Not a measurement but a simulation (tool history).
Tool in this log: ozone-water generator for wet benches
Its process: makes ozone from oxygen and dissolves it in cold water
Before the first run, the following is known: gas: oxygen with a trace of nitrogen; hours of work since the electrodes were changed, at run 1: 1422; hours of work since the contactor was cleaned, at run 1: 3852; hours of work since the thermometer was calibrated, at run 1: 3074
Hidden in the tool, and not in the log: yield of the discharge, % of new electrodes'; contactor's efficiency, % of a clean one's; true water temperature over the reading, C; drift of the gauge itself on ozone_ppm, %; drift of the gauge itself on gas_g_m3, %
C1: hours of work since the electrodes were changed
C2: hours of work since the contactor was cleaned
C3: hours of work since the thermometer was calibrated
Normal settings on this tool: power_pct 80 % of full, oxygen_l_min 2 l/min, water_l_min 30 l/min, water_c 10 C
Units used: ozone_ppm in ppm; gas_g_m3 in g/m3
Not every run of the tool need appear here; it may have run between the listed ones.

{"run": 1, "hour": 0.0, "power_pct": 80, "oxygen_l_min": 2, "water_l_min": 30, "water_c": 10, "C1": 1422, "C2": 3852, "C3": 3074, "ozone_ppm": 11.2, "gas_g_m3": 232.3}
{"run": 2, "hour": 25.0, "power_pct": 80, "oxygen_l_min": 2, "water_l_min": 30, "water_c": 10, "C1": 1447, "C2": 3876, "C3": 3099, "ozone_ppm": 11, "gas_g_m3": 230.6}
{"run": 3, "hour": 47.2, "power_pct": 80, "oxygen_l_min": 2, "water_l_min": 30, "water_c": 10, "C1": 1469, "C2": 3898, "C3": 3120, "ozone_ppm": 11.1, "gas_g_m3": 229.2}
{"run": 4, "hour": 64.5, "power_pct": 80, "oxygen_l_min": 2, "water_l_min": 30, "water_c": 10, "C1": 1486, "C2": 3916, "C3": 3138, "ozone_ppm": 11.3, "gas_g_m3": 233.3}
{"run": 5, "hour": 81.6, "power_pct": 80, "oxygen_l_min": 2, "water_l_min": 30, "water_c": 10, "C1": 1503, "C2": 3932, "C3": 3155, "ozone_ppm": 11.3, "gas_g_m3": 230.5}
{"run": 6, "hour": 117.2, "power_pct": 80, "oxygen_l_min": 2, "water_l_min": 30, "water_c": 10, "C1": 1538, "C2": 3968, "C3": 3190, "ozone_ppm": 11.3, "gas_g_m3": 229.1}
{"run": 7, "hour": 158.2, "power_pct": 80, "oxygen_l_min": 2, "water_l_min": 30, "water_c": 10, "C1": 1579, "C2": 4008, "C3": 3230, "ozone_ppm": 11.4, "gas_g_m3": 229.8}
{"run": 8, "hour": 195.8, "power_pct": 80, "oxygen_l_min": 2, "water_l_min": 30, "water_c": 10, "C1": 1616, "C2": 4045, "C3": 3268, "ozone_ppm": 11.3, "gas_g_m3": 230.9}
{"run": 9, "hour": 230.7, "power_pct": 80, "oxygen_l_min": 2, "water_l_min": 30, "water_c": 10, "C1": 1651, "C2": 4080, "C3": 3302, "ozone_ppm": 11.5, "gas_g_m3": 232}
{"run": 10, "hour": 249.6, "power_pct": 80, "oxygen_l_min": 2, "water_l_min": 30, "water_c": 10, "C1": 1669, "C2": 4099, "C3": 3321, "ozone_ppm": 11.1, "gas_g_m3": 230.1}
{"run": 11, "hour": 287.2, "power_pct": 80, "oxygen_l_min": 2, "water_l_min": 30, "water_c": 10, "C1": 1707, "C2": 4136, "C3": 3358, "ozone_ppm": 11.2, "gas_g_m3": 231.1}
{"run": 12, "hour": 325.6, "power_pct": 80, "oxygen_l_min": 2, "water_l_min": 30, "water_c": 10, "C1": 1745, "C2": 4174, "C3": 3396, "ozone_ppm": 11.3, "gas_g_m3": 229.9}
{"run": 13, "hour": 354.1, "power_pct": 80, "oxygen_l_min": 2, "water_l_min": 30, "water_c": 10, "C1": 1773, "C2": 4202, "C3": 3424, "ozone_ppm": 11.4, "gas_g_m3": 231}
{"run": 14, "hour": 388.9, "power_pct": 80, "oxygen_l_min": 2.88, "water_l_min": 30, "water_c": 10, "C1": 1807, "C2": 4237, "C3": 3459, "ozone_ppm": 13.2, "gas_g_m3": 199.7}
{"run": 15, "hour": 420.8, "power_pct": 80, "oxygen_l_min": 2.88, "water_l_min": 30, "water_c": 10, "C1": 1839, "C2": 4268, "C3": 3490, "ozone_ppm": 13.4, "gas_g_m3": 200.7}
{"run": 16, "hour": 453.2, "power_pct": 80, "oxygen_l_min": 2, "water_l_min": 30, "water_c": 10, "C1": 1871, "C2": 4300, "C3": 3522, "ozone_ppm": 11.3, "gas_g_m3": 230.4}
{"run": 17, "hour": 481.2, "power_pct": 80, "oxygen_l_min": 2, "water_l_min": 30, "water_c": 10, "C1": 1899, "C2": 4328, "C3": 3550, "ozone_ppm": 11.1, "gas_g_m3": 229.4}
{"hour": 484.1, "done": "water thermometer calibrated"}
{"run": 18, "hour": 521.1, "power_pct": 69, "oxygen_l_min": 2.87, "water_l_min": 23, "water_c": 15, "C1": 1938, "C2": 4367, "C3": 37, "ozone_ppm": 14.8, "gas_g_m3": 176.6}
{"run": 19, "hour": 539.2, "power_pct": 69, "oxygen_l_min": 1.16, "water_l_min": 27, "water_c": 9, "C1": 1956, "C2": 4385, "C3": 55, "ozone_ppm": 8.3, "gas_g_m3": 242.4}
{"run": 20, "hour": 557.9, "power_pct": 62, "oxygen_l_min": 1.16, "water_l_min": 27, "water_c": 14, "C1": 1974, "C2": 4403, "C3": 73, "ozone_ppm": 7.3, "gas_g_m3": 221.9}
{"run": 21, "hour": 587.7, "power_pct": 62, "oxygen_l_min": 1.16, "water_l_min": 27, "water_c": 14, "C1": 2004, "C2": 4433, "C3": 103, "ozone_ppm": 7.2, "gas_g_m3": 222.8}
{"run": 22, "hour": 612.4, "power_pct": 80, "oxygen_l_min": 2.85, "water_l_min": 29, "water_c": 10, "C1": 2028, "C2": 4457, "C3": 127, "ozone_ppm": 13.7, "gas_g_m3": 200.4}
{"run": 23, "hour": 650.6, "power_pct": 80, "oxygen_l_min": 2.09, "water_l_min": 34, "water_c": 15, "C1": 2066, "C2": 4495, "C3": 165, "ozone_ppm": 9.7, "gas_g_m3": 225}
{"run": 24, "hour": 677.9, "power_pct": 80, "oxygen_l_min": 2.09, "water_l_min": 34, "water_c": 15, "C1": 2093, "C2": 4522, "C3": 192, "ozone_ppm": 9.5, "gas_g_m3": 224.7}
{"run": 25, "hour": 703.7, "power_pct": 73, "oxygen_l_min": 2, "water_l_min": 30, "water_c": 5, "C1": 2118, "C2": 4548, "C3": 217, "ozone_ppm": 10.4, "gas_g_m3": 209.5}
{"run": 26, "hour": 724.6, "power_pct": 73, "oxygen_l_min": 2, "water_l_min": 30, "water_c": 5, "C1": 2139, "C2": 4569, "C3": 238, "ozone_ppm": 10.2, "gas_g_m3": 210.7}
{"run": 27, "hour": 757.2, "power_pct": 100, "oxygen_l_min": 1.9, "water_l_min": 24, "water_c": 16, "C1": 2171, "C2": 4601, "C3": 270, "ozone_ppm": 16.1, "gas_g_m3": 286.7}
{"run": 28, "hour": 796.0, "power_pct": 47, "oxygen_l_min": 2.65, "water_l_min": 18, "water_c": 9, "C1": 2210, "C2": 4639, "C3": 309, "ozone_ppm": 12.9, "gas_g_m3": 127}
{"run": 29, "hour": 817.4, "power_pct": 52, "oxygen_l_min": 2, "water_l_min": 30, "water_c": 10, "C1": 2231, "C2": 4660, "C3": 330, "ozone_ppm": 7.5, "gas_g_m3": 154.3}
{"run": 30, "hour": 847.4, "power_pct": 52, "oxygen_l_min": 2, "water_l_min": 30, "water_c": 10, "C1": 2261, "C2": 4690, "C3": 360, "ozone_ppm": 7.4, "gas_g_m3": 154.5}
{"run": 31, "hour": 883.3, "power_pct": 52, "oxygen_l_min": 2, "water_l_min": 30, "water_c": 10, "C1": 2296, "C2": 4726, "C3": 395, "ozone_ppm": 7.5, "gas_g_m3": 154.8}
{"run": 32, "hour": 914.0, "power_pct": 80, "oxygen_l_min": 2, "water_l_min": 30, "water_c": 15, "C1": 2327, "C2": 4756, "C3": 426, "ozone_ppm": 10.5, "gas_g_m3": 227.2}
{"run": 33, "hour": 940.8, "power_pct": 80, "oxygen_l_min": 2, "water_l_min": 30, "water_c": 15, "C1": 2353, "C2": 4783, "C3": 452, "ozone_ppm": 10.5, "gas_g_m3": 224.6}

4 ways to go on from here, each from the tool as it stands after run 33. What would each give?
{"run": "A", "hour": 961.5, "power_pct": 59, "oxygen_l_min": 1.57, "water_l_min": 30, "water_c": 11, "C1": 2374, "C2": 4803, "C3": 473, "ozone_ppm": "?", "gas_g_m3": "?"}
{"run": "B", "hour": 961.5, "power_pct": 84, "oxygen_l_min": 2, "water_l_min": 30, "water_c": 10, "C1": 2374, "C2": 4803, "C3": 473, "ozone_ppm": "?", "gas_g_m3": "?"}
{"run": "C", "hour": 961.5, "power_pct": 73, "oxygen_l_min": 2, "water_l_min": 22, "water_c": 15, "C1": 2374, "C2": 4803, "C3": 473, "ozone_ppm": "?", "gas_g_m3": "?"}
{"run": "D", "hour": 961.5, "power_pct": 80, "oxygen_l_min": 2.66, "water_l_min": 27, "water_c": 15, "C1": 2374, "C2": 4803, "C3": 473, "ozone_ppm": "?", "gas_g_m3": "?"}

run=A ozone_ppm=7.2 gas_g_m3=188
run=B ozone_ppm=11.6 gas_g_m3=237.8
run=C ozone_ppm=13.5 gas_g_m3=208.2
run=D ozone_ppm=13.7 gas_g_m3=202.9
With the hidden condition removed and each run's random variation left untouched, the same runs would have given:
run=A ozone_ppm=7.6 gas_g_m3=195.8
run=B ozone_ppm=12.4 gas_g_m3=251.4
run=C ozone_ppm=14.3 gas_g_m3=218.8
run=D ozone_ppm=14.7 gas_g_m3=214.1
